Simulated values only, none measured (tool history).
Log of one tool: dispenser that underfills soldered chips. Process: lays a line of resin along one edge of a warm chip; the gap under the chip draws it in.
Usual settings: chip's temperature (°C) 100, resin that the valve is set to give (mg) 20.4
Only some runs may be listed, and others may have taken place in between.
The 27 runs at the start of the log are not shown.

run,day,chip's temperature (°C),resin that the valve is set to give (mg),time until the resin shows at the far edge (s),resin that the valve gave (mg)
28,4.408,88,25.2,74.5,24.75
# day 4.500: new syringe of resin
29,4.621,98,25.2,42.4,24.53
30,4.833,98,26.2,49.4,25.54
# day 4.862: new syringe of resin
31,4.979,98,26.2,42.6,25.62
32,5.083,107,22.5,30.9,21.81
# day 5.212: new syringe of resin
33,5.254,90,20.7,58.7,20.09
34,5.388,99,20.6,43.3,19.91
35,5.500,113,22.6,25.0,21.88

Below are 5 alternative next runs, each starting from the tool's condition after run 35. Predict each:
# day 5.571: new syringe of resin
A,5.717,90,20.9,?,?
# day 5.571: new syringe of resin
B,5.717,100,25.3,?,?
# day 5.571: new syringe of resin
C,5.717,112,18.4,?,?
# day 5.571: new syringe of resin
D,5.717,101,20.4,?,?
# day 5.571: new syringe of resin
E,5.717,109,22.6,?,?

run,time until the resin shows at the far edge (s),resin that the valve gave (mg)
A,63.3,20.26
B,39.1,24.51
C,24.3,17.73
D,38.7,19.88
E,27.5,21.84
Without the tool's hidden state the same runs would have given:
run,time until the resin shows at the far edge (s),resin that the valve gave (mg)
A,55.3,20.99
B,34.4,25.39
C,21.3,18.37
D,33.8,20.60
E,24.2,22.63
